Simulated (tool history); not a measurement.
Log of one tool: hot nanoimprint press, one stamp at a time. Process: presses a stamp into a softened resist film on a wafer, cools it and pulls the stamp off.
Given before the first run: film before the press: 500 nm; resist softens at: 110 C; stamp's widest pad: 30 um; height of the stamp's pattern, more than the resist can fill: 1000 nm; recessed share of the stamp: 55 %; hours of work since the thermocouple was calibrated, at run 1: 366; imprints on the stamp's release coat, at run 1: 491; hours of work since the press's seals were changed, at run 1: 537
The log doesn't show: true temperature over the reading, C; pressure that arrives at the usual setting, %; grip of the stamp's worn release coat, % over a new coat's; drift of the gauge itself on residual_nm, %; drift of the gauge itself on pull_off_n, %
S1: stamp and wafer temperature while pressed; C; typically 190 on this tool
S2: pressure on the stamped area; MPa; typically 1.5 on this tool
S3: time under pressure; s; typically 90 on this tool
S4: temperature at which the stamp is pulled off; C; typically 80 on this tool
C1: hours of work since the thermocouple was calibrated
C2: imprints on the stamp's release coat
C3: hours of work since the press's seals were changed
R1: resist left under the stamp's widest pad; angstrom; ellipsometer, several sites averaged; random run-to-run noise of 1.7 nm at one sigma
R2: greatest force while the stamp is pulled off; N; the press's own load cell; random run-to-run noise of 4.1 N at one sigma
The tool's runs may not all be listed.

| run | hour | S1 | S2 | S3 | S4 | C1 | C2 | C3 | R1 | R2 |
|---|---|---|---|---|---|---|---|---|---|---|
| 1 | 0 | 190 | 1.5 | 90 | 80 | 366 | 491 | 537 | 2800 | 231 |
| 2 | 10.6 | 200 | 1.5 | 90 | 80 | 374 | 520 | 545 | 2277 | 235 |
| 3 | 28.4 | 200 | 1.5 | 90 | 80 | 386 | 569 | 557 | 2250 | 243 |
| 4 | 43.7 | 190 | 1.48 | 90 | 80 | 396 | 611 | 567 | 2858 | 234 |
| 5 | 59.5 | 190 | 1.48 | 90 | 80 | 407 | 655 | 578 | 2887 | 241 |
| 6 | 75.2 | 190 | 1.5 | 90 | 80 | 418 | 698 | 589 | 2873 | 251 |
| 7 | 95.4 | 190 | 1.5 | 90 | 80 | 432 | 754 | 603 | 2813 | 257 |
|  | 110.9 | stamp cleaned and given a new release coat |
| 8 | 116 | 192 | 1.5 | 90 | 80 | 442 | 14 | 613 | 2736 | 204 |
| 9 | 125.2 | 190 | 1.5 | 90 | 80 | 448 | 39 | 619 | 2881 | 217 |
| 10 | 138.6 | 190 | 1.5 | 90 | 80 | 457 | 76 | 628 | 2854 | 196 |
| 11 | 153.2 | 190 | 1.5 | 90 | 80 | 467 | 116 | 638 | 2859 | 207 |
| 12 | 166.5 | 190 | 1.5 | 118 | 80 | 476 | 153 | 647 | 2637 | 214 |
| 13 | 175 | 190 | 1.5 | 90 | 80 | 482 | 177 | 653 | 2878 | 219 |
| 14 | 190 | 196 | 1.5 | 90 | 80 | 492 | 218 | 663 | 2502 | 211 |
| 15 | 210.6 | 198 | 2.15 | 57 | 75 | 506 | 275 | 677 | 2381 | 227 |
|  | 218.1 | plate thermocouple calibrated |
| 16 | 229.7 | 198 | 1.49 | 70 | 75 | 8 | 319 | 688 | 2527 | 226 |
| 17 | 249.5 | 184 | 1.94 | 164 | 69 | 21 | 374 | 702 | 2319 | 241 |
| 18 | 258.6 | 188 | 1.5 | 90 | 80 | 28 | 399 | 708 | 2898 | 220 |
| 19 | 270 | 189 | 1.5 | 90 | 80 | 35 | 430 | 716 | 2815 | 227 |
| 20 | 282.5 | 186 | 1.17 | 90 | 67 | 44 | 465 | 724 | 3303 | 240 |
| 21 | 291.6 | 190 | 1.5 | 90 | 79 | 50 | 490 | 731 | 2747 | 228 |
| 22 | 311.9 | 190 | 1.5 | 90 | 79 | 64 | 545 | 744 | 2706 | 231 |
| 23 | 326.5 | 178 | 2.19 | 90 | 79 | 74 | 586 | 754 | 3112 | 236 |
| 24 | 345.7 | 190 | 1.57 | 86 | 80 | 87 | 639 | 767 | 2758 | 238 |
| 25 | 363.3 | 189 | 1.37 | 86 | 77 | 99 | 687 | 780 | 2986 | 237 |
| 26 | 383.3 | 197 | 2.25 | 90 | 66 | 113 | 742 | 793 | 1970 | 273 |

Each row is a separate what-if for the run after 26, all from the same tool condition, not one after another. Results?
|  | 402.7 | stamp cleaned and given a new release coat |
| A | 408.2 | 197 | 2.25 | 90 | 68 | 126 | 15 | 806 | ? | ? |
|  | 402.7 | stamp cleaned and given a new release coat |
| B | 408.2 | 196 | 1.5 | 90 | 80 | 126 | 15 | 806 | ? | ? |
|  | 402.7 | stamp cleaned and given a new release coat |
| C | 408.2 | 190 | 1.21 | 173 | 66 | 126 | 15 | 806 | ? | ? |
|  | 402.7 | stamp cleaned and given a new release coat |
| D | 408.2 | 188 | 2.25 | 68 | 80 | 126 | 15 | 806 | ? | ? |
|  | 402.7 | stamp cleaned and given a new release coat |
| E | 408.2 | 190 | 1.5 | 170 | 76 | 126 | 15 | 806 | ? | ? |

| run | R1 | R2 |
|---|---|---|
| A | 1967 | 217 |
| B | 2425 | 205 |
| C | 2512 | 219 |
| D | 2702 | 205 |
| E | 2260 | 208 |
What these runs would have given with no unlogged condition in the tool:
| run | R1 | R2 |
|---|---|---|
| A | 1847 | 215 |
| B | 2328 | 204 |
| C | 2428 | 218 |
| D | 2554 | 204 |
| E | 2166 | 207 |
